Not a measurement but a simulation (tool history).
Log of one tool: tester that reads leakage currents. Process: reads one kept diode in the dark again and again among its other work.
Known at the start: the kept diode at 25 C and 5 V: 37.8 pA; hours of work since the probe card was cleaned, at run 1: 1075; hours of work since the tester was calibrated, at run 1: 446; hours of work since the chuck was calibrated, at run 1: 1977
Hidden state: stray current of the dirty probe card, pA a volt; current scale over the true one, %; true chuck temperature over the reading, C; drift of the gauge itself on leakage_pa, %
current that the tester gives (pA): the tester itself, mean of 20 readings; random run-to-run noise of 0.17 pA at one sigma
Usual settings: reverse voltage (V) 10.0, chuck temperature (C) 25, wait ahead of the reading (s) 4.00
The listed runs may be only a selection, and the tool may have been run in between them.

| run | hour | reverse voltage (V) | chuck temperature (C) | wait ahead of the reading (s) | hours of work since the probe card was cleaned | hours of work since the tester was calibrated | hours of work since the chuck was calibrated | current that the tester gives (pA) |
|---|---|---|---|---|---|---|---|---|
| 1 | 0.0 | 10.0 | 25 | 4.00 | 1075 | 446 | 1977 | 65.59 |
| 2 | 63.1 | 10.0 | 25 | 4.00 | 1114 | 485 | 2015 | 65.76 |
| 3 | 92.3 | 10.0 | 25 | 4.00 | 1132 | 502 | 2033 | 65.82 |
| 4 | 145.3 | 10.0 | 25 | 4.00 | 1164 | 535 | 2065 | 66.16 |
| 5 | 208.5 | 10.0 | 25 | 4.00 | 1202 | 573 | 2104 | 66.63 |
| 6 | 255.3 | 10.0 | 23 | 4.00 | 1230 | 601 | 2132 | 55.73 |
| 7 | 289.5 | 4.8 | 23 | 4.00 | 1251 | 622 | 2153 | 37.07 |
| 8 | 322.8 | 4.8 | 23 | 4.00 | 1271 | 642 | 2173 | 36.92 |
| 9 | 372.5 | 10.0 | 25 | 5.22 | 1302 | 672 | 2203 | 66.80 |
| 10 | 422.8 | 10.0 | 60 | 4.00 | 1332 | 703 | 2234 | 1222.95 |
| 11 | 464.1 | 10.0 | 60 | 4.00 | 1357 | 728 | 2259 | 1220.84 |
| 12 | 525.7 | 10.0 | 60 | 4.00 | 1395 | 765 | 2296 | 1226.29 |
|  | 573.9 | chuck's temperature calibrated |
| 13 | 573.9 | 10.0 | 37 | 6.38 | 1423 | 794 | 0 | 166.59 |
| 14 | 610.8 | 1.2 | 20 | 4.00 | 1445 | 816 | 22 | 11.17 |
| 15 | 668.7 | 1.2 | 20 | 4.00 | 1480 | 851 | 58 | 11.17 |
| 16 | 715.6 | 1.4 | 50 | 4.00 | 1509 | 880 | 86 | 170.51 |
| 17 | 743.9 | 10.5 | 50 | 5.23 | 1526 | 897 | 103 | 510.01 |
| 18 | 779.7 | 1.0 | 33 | 4.00 | 1548 | 918 | 125 | 33.70 |
| 19 | 834.4 | 10.0 | 31 | 0.32 | 1581 | 952 | 158 | 100.88 |
| 20 | 870.6 | 3.8 | 60 | 2.94 | 1603 | 974 | 180 | 645.61 |
| 21 | 926.6 | 2.0 | 60 | 0.37 | 1637 | 1008 | 214 | 454.07 |
| 22 | 990.7 | 1.3 | 45 | 7.31 | 1676 | 1046 | 253 | 110.41 |
| 23 | 1047.6 | 15.1 | 52 | 7.31 | 1710 | 1081 | 288 | 733.70 |
| 24 | 1076.2 | 3.6 | 25 | 4.00 | 1728 | 1098 | 305 | 33.45 |

What differs in the tool's unlogged condition from the final listed run ahead of each entry between runs to the first listed run following it?
After run 12, before run 13: chuck's temperature calibrated (hour 573.9)
  stray current of the dirty probe card, pA a volt: 0.169 -> 0.172; current scale over the true one, %: 0.3 -> 0.31; true chuck temperature over the reading, C: 1.84 -> 0.08
  measured result minus the result with no hidden state, current that the tester gives (pA): +163.06 -> +3.15
